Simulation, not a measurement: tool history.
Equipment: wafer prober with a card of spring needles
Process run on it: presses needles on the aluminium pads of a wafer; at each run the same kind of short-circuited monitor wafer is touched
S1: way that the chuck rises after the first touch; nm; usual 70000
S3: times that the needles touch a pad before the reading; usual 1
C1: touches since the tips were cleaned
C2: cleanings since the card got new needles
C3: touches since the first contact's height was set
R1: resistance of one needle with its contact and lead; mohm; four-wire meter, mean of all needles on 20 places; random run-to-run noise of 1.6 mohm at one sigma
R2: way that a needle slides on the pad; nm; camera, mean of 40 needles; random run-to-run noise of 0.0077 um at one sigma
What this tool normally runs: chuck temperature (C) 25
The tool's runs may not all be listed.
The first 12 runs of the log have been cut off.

-- hour=242.6 tips cleaned on abrasive film
-- hour=250.5 height of the first contact set anew
run 13 hour=270.4 | S1=70000 chuck_temperature_(C)=25 S3=1 | C1=6588 C2=32 C3=4757 | R1=154 R2=14382
-- hour=279.1 tips cleaned on abrasive film
run 14 hour=302.0 | S1=70000 chuck_temperature_(C)=25 S3=1 | C1=5491 C2=33 C3=12320 | R1=152 R2=14404
-- hour=314.4 tips cleaned on abrasive film
run 15 hour=317.2 | S1=70000 chuck_temperature_(C)=25 S3=2 | C1=673 C2=34 C3=15939 | R1=155 R2=14389
run 16 hour=334.6 | S1=70000 chuck_temperature_(C)=25 S3=2 | C1=4833 C2=34 C3=20099 | R1=153 R2=14413
-- hour=348.3 tips cleaned on abrasive film
run 17 hour=348.4 | S1=70000 chuck_temperature_(C)=32 S3=1 | C1=35 C2=35 C3=23401 | R1=153 R2=14421
run 18 hour=375.6 | S1=70000 chuck_temperature_(C)=70 S3=1 | C1=6543 C2=35 C3=29909 | R1=162 R2=14439
-- hour=382.5 tips cleaned on abrasive film
run 19 hour=407.4 | S1=88000 chuck_temperature_(C)=30 S3=1 | C1=5975 C2=36 C3=37512 | R1=153 R2=18158
-- hour=417.1 tips cleaned on abrasive film
run 20 hour=427.9 | S1=56000 chuck_temperature_(C)=67 S3=1 | C1=2603 C2=37 C3=42406 | R1=161 R2=11577
run 21 hour=444.4 | S1=56000 chuck_temperature_(C)=67 S3=1 | C1=6560 C2=37 C3=46363 | R1=163 R2=11581
-- hour=451.2 tips cleaned on abrasive film
run 22 hour=459.0 | S1=56000 chuck_temperature_(C)=67 S3=1 | C1=1866 C2=38 C3=49838 | R1=168 R2=11576
run 23 hour=483.5 | S1=70000 chuck_temperature_(C)=51 S3=1 | C1=7747 C2=38 C3=55719 | R1=159 R2=14490
-- hour=485.7 tips cleaned on abrasive film
run 24 hour=505.4 | S1=71000 chuck_temperature_(C)=50 S3=1 | C1=4732 C2=39 C3=60944 | R1=157 R2=14714
-- hour=519.8 tips cleaned on abrasive film
run 25 hour=528.9 | S1=83000 chuck_temperature_(C)=58 S3=2 | C1=2177 C2=40 C3=66543 | R1=158 R2=17223
-- hour=554.4 tips cleaned on abrasive film
run 26 hour=562.6 | S1=57000 chuck_temperature_(C)=66 S3=1 | C1=1978 C2=41 C3=74610 | R1=161 R2=11832
-- hour=565.5 height of the first contact set anew
run 27 hour=587.1 | S1=69000 chuck_temperature_(C)=25 S3=1 | C1=7761 C2=41 C3=5171 | R1=157 R2=14340
-- hour=590.2 tips cleaned on abrasive film
run 28 hour=619.4 | S1=70000 chuck_temperature_(C)=37 S3=1 | C1=7015 C2=42 C3=12914 | R1=155 R2=14564
-- hour=626.2 tips cleaned on abrasive film
run 29 hour=634.9 | S1=70000 chuck_temperature_(C)=37 S3=1 | C1=2094 C2=43 C3=16602 | R1=158 R2=14571
-- hour=660.5 tips cleaned on abrasive film
run 30 hour=666.5 | S1=56000 chuck_temperature_(C)=102 S3=2 | C1=1437 C2=44 C3=24141 | R1=173 R2=11682

Run 31, settings as shown, results not yet in. Your forecast:
run 31 hour=684.6 | S1=56000 chuck_temperature_(C)=102 S3=2 | C1=5774 C2=44 C3=28478 | R1=? R2=?

R1: 172 mohm
R2: 11676 nm
Had the tool carried no hidden state, the very same run would have given R1 172 mohm, R2 11376 nm.

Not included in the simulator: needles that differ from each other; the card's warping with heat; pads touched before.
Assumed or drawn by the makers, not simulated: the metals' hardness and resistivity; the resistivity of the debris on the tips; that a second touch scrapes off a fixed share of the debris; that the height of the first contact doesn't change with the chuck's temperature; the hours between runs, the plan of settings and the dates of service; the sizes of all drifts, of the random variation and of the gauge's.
